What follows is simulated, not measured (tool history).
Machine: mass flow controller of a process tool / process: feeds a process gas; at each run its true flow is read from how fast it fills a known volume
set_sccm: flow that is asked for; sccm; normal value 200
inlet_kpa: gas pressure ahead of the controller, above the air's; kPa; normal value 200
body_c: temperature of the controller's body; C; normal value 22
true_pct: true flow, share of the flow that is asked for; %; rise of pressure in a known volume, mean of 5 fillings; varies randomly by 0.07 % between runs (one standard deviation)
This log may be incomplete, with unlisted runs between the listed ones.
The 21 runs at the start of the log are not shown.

| run | day | set_sccm | inlet_kpa | body_c | true_pct |
|---|---|---|---|---|---|
| 22 | 280.912 | 200 | 200 | 22 | 102.26 |
| 23 | 298.738 | 200 | 200 | 22 | 102.32 |
|  | 315.417 | controller exchanged for a calibrated one |
| 24 | 318.604 | 200 | 200 | 22 | 98.7 |
| 25 | 337.938 | 93 | 172 | 24 | 98.23 |
| 26 | 353.988 | 53 | 223 | 32 | 98.22 |
| 27 | 363.075 | 169 | 141 | 35 | 99.89 |
| 28 | 374.508 | 200 | 171 | 22 | 98.78 |
| 29 | 390.379 | 200 | 171 | 22 | 98.8 |
| 30 | 407.683 | 200 | 171 | 22 | 98.86 |
| 31 | 424.962 | 200 | 171 | 22 | 99.09 |

Predict the results of run 32:
| 32 | 441.262 | 200 | 171 | 22 | ? |

{"run 32": {"true_pct": 99.09}}
Without the tool's hidden state the same run would have given true_pct 98.74 %.

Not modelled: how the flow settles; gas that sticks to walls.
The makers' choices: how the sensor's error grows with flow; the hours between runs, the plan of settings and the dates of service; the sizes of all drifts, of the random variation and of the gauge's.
